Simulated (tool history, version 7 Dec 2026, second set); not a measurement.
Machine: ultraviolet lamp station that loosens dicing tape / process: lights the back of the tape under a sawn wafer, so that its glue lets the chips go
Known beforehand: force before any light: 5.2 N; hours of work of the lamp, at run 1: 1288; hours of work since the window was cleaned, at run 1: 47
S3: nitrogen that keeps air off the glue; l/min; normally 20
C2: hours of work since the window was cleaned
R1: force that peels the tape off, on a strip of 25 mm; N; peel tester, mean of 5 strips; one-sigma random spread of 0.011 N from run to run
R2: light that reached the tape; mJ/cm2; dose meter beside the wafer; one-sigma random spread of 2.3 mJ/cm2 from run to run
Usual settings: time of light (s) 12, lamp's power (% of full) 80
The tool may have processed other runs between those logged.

Run 1, hour 0.0: usual settings; hours of work of the lamp 1288; C2 47. Result: R1 0.996 N, R2 142 mJ/cm2.
Run 2, hour 49.5: usual settings; hours of work of the lamp 1313; C2 72. Result: R1 0.975 N, R2 142 mJ/cm2.
Run 3, hour 145.6: usual settings; hours of work of the lamp 1360; C2 119. Result: R1 0.999 N, R2 141 mJ/cm2.
Run 4, hour 218.7: usual settings; hours of work of the lamp 1396; C2 155. Result: R1 1.086 N, R2 136 mJ/cm2.
Run 5, hour 268.5: usual settings but S3 13 l/min; hours of work of the lamp 1421; C2 180. Result: R1 1.233 N, R2 135 mJ/cm2.
At hour 293.3: lamp changed.
Run 6, hour 357.6: usual settings but S3 13 l/min; hours of work of the lamp 32; C2 223. Result: R1 0.634 N, R2 202 mJ/cm2.
Run 7, hour 428.0: usual settings but time of light (s) 16, S3 13 l/min; hours of work of the lamp 66; C2 258. Result: R1 0.413 N, R2 266 mJ/cm2.
At hour 434.0: window cleaned of glue's vapour.
Run 8, hour 486.4: usual settings but time of light (s) 16, S3 13 l/min; hours of work of the lamp 95; C2 26. Result: R1 0.455 N, R2 243 mJ/cm2.
Run 9, hour 562.7: usual settings; hours of work of the lamp 132; C2 63. Result: R1 0.657 N, R2 180 mJ/cm2.
Run 10, hour 608.1: usual settings; hours of work of the lamp 155; C2 86. Result: R1 0.716 N, R2 179 mJ/cm2.
Run 11, hour 667.0: usual settings; hours of work of the lamp 184; C2 115. Result: R1 0.700 N, R2 178 mJ/cm2.
Run 12, hour 707.4: usual settings; hours of work of the lamp 204; C2 135. Result: R1 0.731 N, R2 174 mJ/cm2.
Run 13, hour 760.9: usual settings; hours of work of the lamp 230; C2 161. Result: R1 0.778 N, R2 171 mJ/cm2.
At hour 775.7: window cleaned of glue's vapour, once more.
Run 14, hour 842.5: usual settings; hours of work of the lamp 270; C2 33. Result: R1 0.580 N, R2 202 mJ/cm2.
Run 15, hour 916.9: usual settings; hours of work of the lamp 307; C2 70. Result: R1 0.584 N, R2 201 mJ/cm2.
Run 16, hour 978.1: usual settings; hours of work of the lamp 337; C2 100. Result: R1 0.599 N, R2 195 mJ/cm2.
Run 17, hour 1026.3: usual settings; hours of work of the lamp 361; C2 123. Result: R1 0.608 N, R2 195 mJ/cm2.
Run 18, hour 1088.5: usual settings; hours of work of the lamp 391; C2 154. Result: R1 0.623 N, R2 188 mJ/cm2.
Run 19, hour 1143.1: usual settings; hours of work of the lamp 418; C2 181. Result: R1 0.640 N, R2 188 mJ/cm2.
Run 20, hour 1231.5: usual settings; hours of work of the lamp 462; C2 225. Result: R1 0.686 N, R2 178 mJ/cm2.
Run 21, hour 1276.8: usual settings; hours of work of the lamp 484; C2 247. Result: R1 0.677 N, R2 174 mJ/cm2.
At hour 1305.1: window cleaned of glue's vapour.
Run 22, hour 1335.0: usual settings but time of light (s) 9, lamp's power (% of full) 69; hours of work of the lamp 513; C2 15. Result: R1 1.258 N, R2 121 mJ/cm2.
Run 23, hour 1428.0: usual settings but time of light (s) 11, lamp's power (% of full) 72, S3 24 l/min; hours of work of the lamp 558; C2 61. Result: R1 0.872 N, R2 153 mJ/cm2.
Run 24, hour 1479.3: usual settings but time of light (s) 18, lamp's power (% of full) 74, S3 9 l/min; hours of work of the lamp 584; C2 86. Result: R1 0.511 N, R2 251 mJ/cm2.
Run 25, hour 1552.2: usual settings but time of light (s) 9, lamp's power (% of full) 63; hours of work of the lamp 620; C2 122. Result: R1 1.516 N, R2 107 mJ/cm2.
Run 26, hour 1628.4: usual settings but time of light (s) 11, lamp's power (% of full) 65, S3 19 l/min; hours of work of the lamp 657; C2 159. Result: R1 1.160 N, R2 131 mJ/cm2.
Run 27, hour 1723.1: usual settings but time of light (s) 10, lamp's power (% of full) 62, S3 32 l/min; hours of work of the lamp 704; C2 206. Result: R1 1.309 N, R2 109 mJ/cm2.
Run 28, hour 1767.0: usual settings but time of light (s) 17, lamp's power (% of full) 62, S3 22 l/min; hours of work of the lamp 725; C2 228. Result: R1 0.681 N, R2 181 mJ/cm2.
Run 29, hour 1806.6: usual settings but time of light (s) 17, lamp's power (% of full) 62, S3 22 l/min; hours of work of the lamp 745; C2 247. Result: R1 0.686 N, R2 181 mJ/cm2.
At hour 1837.4: window cleaned of glue's vapour.
Run 30, hour 1870.1: usual settings but time of light (s) 17, lamp's power (% of full) 62, S3 22 l/min; hours of work of the lamp 776; C2 16. Result: R1 0.585 N, R2 191 mJ/cm2.
Run 31, hour 1921.5: usual settings but time of light (s) 17, lamp's power (% of full) 62, S3 22 l/min; hours of work of the lamp 801; C2 41. Result: R1 0.623 N, R2 190 mJ/cm2.
Run 32, hour 1988.1: usual settings but lamp's power (% of full) 94, S3 22 l/min; hours of work of the lamp 834; C2 74. Result: R1 0.575 N, R2 201 mJ/cm2.
Run 33, hour 2057.4: usual settings but time of light (s) 11, S3 28 l/min; hours of work of the lamp 868; C2 108. Result: R1 0.846 N, R2 148 mJ/cm2.
Run 34, hour 2097.8: usual settings but time of light (s) 8, lamp's power (% of full) 89, S3 28 l/min; hours of work of the lamp 888; C2 128. Result: R1 1.183 N, R2 117 mJ/cm2.
Run 35, hour 2144.1: usual settings but time of light (s) 8, lamp's power (% of full) 89, S3 28 l/min; hours of work of the lamp 911; C2 151. Result: R1 1.167 N, R2 118 mJ/cm2.
Run 36, hour 2183.4: usual settings but lamp's power (% of full) 75, S3 14 l/min; hours of work of the lamp 930; C2 170. Result: R1 1.083 N, R2 148 mJ/cm2.
Run 37, hour 2271.2: usual settings but time of light (s) 9, lamp's power (% of full) 82, S3 29 l/min; hours of work of the lamp 974; C2 214. Result: R1 1.222 N, R2 119 mJ/cm2.
Run 38, hour 2340.4: usual settings but time of light (s) 11, lamp's power (% of full) 72, S3 12 l/min; hours of work of the lamp 1008; C2 248. Result: R1 1.417 N, R2 121 mJ/cm2.
At hour 2362.6: window cleaned of glue's vapour.
Run 39, hour 2401.4: usual settings but time of light (s) 7; hours of work of the lamp 1038; C2 19. Result: R1 1.699 N, R2 95 mJ/cm2.
Run 40, hour 2487.6: usual settings but time of light (s) 16, S3 39 l/min; hours of work of the lamp 1080; C2 62. Result: R1 0.451 N, R2 204 mJ/cm2.

Forecast run 41:
Run 41, hour 2557.8: usual settings but time of light (s) 16, lamp's power (% of full) 61, S3 8 l/min; hours of work of the lamp 1115; C2 96. Result: R1 ?, R2 ?.

Run 41 produced R1 1.246 N, R2 152 mJ/cm2.
Without the tool's hidden state the same run would have given R1 0.667 N, R2 227 mJ/cm2.

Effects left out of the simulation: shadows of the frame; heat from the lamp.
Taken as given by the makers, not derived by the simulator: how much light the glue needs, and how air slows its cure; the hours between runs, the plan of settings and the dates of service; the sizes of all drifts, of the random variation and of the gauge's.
